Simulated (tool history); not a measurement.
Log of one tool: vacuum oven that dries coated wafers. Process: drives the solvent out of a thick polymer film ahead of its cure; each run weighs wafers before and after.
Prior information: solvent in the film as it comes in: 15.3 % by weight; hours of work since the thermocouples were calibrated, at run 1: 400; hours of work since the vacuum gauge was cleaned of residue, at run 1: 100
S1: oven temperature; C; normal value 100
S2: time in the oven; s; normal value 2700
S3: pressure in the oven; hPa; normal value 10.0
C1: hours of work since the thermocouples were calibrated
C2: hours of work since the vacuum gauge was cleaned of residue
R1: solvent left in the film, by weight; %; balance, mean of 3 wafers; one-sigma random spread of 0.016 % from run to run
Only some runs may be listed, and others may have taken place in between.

run 1 hour=0.0 | S1=100 S2=2700 S3=10.0 | C1=400 C2=100 | R1=1.52
run 2 hour=10.9 | S1=100 S2=2700 S3=10.0 | C1=407 C2=107 | R1=1.52
run 3 hour=18.8 | S1=100 S2=3240 S3=10.0 | C1=412 C2=112 | R1=1.13
run 4 hour=31.7 | S1=100 S2=3240 S3=10.0 | C1=421 C2=120 | R1=1.14
run 5 hour=44.1 | S1=100 S2=3240 S3=10.0 | C1=429 C2=128 | R1=1.14
run 6 hour=54.3 | S1=100 S2=3240 S3=5.5 | C1=435 C2=135 | R1=0.90
run 7 hour=66.6 | S1=100 S2=3240 S3=5.5 | C1=443 C2=143 | R1=0.89
run 8 hour=77.9 | S1=100 S2=2700 S3=10.0 | C1=451 C2=150 | R1=1.50
run 9 hour=85.1 | S1=100 S2=2700 S3=10.0 | C1=455 C2=155 | R1=1.49
run 10 hour=97.4 | S1=100 S2=2700 S3=10.0 | C1=463 C2=163 | R1=1.51
run 11 hour=108.2 | S1=100 S2=2520 S3=10.0 | C1=470 C2=170 | R1=1.66
run 12 hour=120.4 | S1=100 S2=1620 S3=10.0 | C1=478 C2=178 | R1=3.12
run 13 hour=127.6 | S1=100 S2=1620 S3=10.0 | C1=483 C2=183 | R1=3.16
run 14 hour=140.2 | S1=100 S2=1620 S3=10.0 | C1=491 C2=191 | R1=3.11
run 15 hour=147.4 | S1=100 S2=1620 S3=10.0 | C1=496 C2=196 | R1=3.15
-- hour=150.8 oven's thermocouples calibrated
run 16 hour=158.5 | S1=100 S2=1620 S3=10.0 | C1=5 C2=202 | R1=3.07
run 17 hour=168.0 | S1=105 S2=1620 S3=5.8 | C1=11 C2=208 | R1=1.89
run 18 hour=182.9 | S1=105 S2=1740 S3=5.0 | C1=21 C2=218 | R1=1.64
run 19 hour=189.8 | S1=105 S2=1740 S3=5.0 | C1=25 C2=222 | R1=1.61
run 20 hour=199.5 | S1=105 S2=1740 S3=5.6 | C1=32 C2=228 | R1=1.66
run 21 hour=210.6 | S1=91 S2=1440 S3=5.2 | C1=39 C2=236 | R1=5.51

The same runs without the tool's hidden state, with the same run-to-run variation:
The hidden state here: true wafer temperature over the reading, C; true pressure over the reading, kPa; drift of the gauge itself on solvent_pct, %.
run=1 R1=1.55
run=2 R1=1.56
run=3 R1=1.15
run=4 R1=1.16
run=5 R1=1.16
run=6 R1=0.92
run=7 R1=0.91
run=8 R1=1.53
run=9 R1=1.52
run=10 R1=1.54
run=11 R1=1.70
run=12 R1=3.18
run=13 R1=3.23
run=14 R1=3.17
run=15 R1=3.22
run=16 R1=3.20
run=17 R1=1.99
run=18 R1=1.73
run=19 R1=1.69
run=20 R1=1.75
run=21 R1=5.66
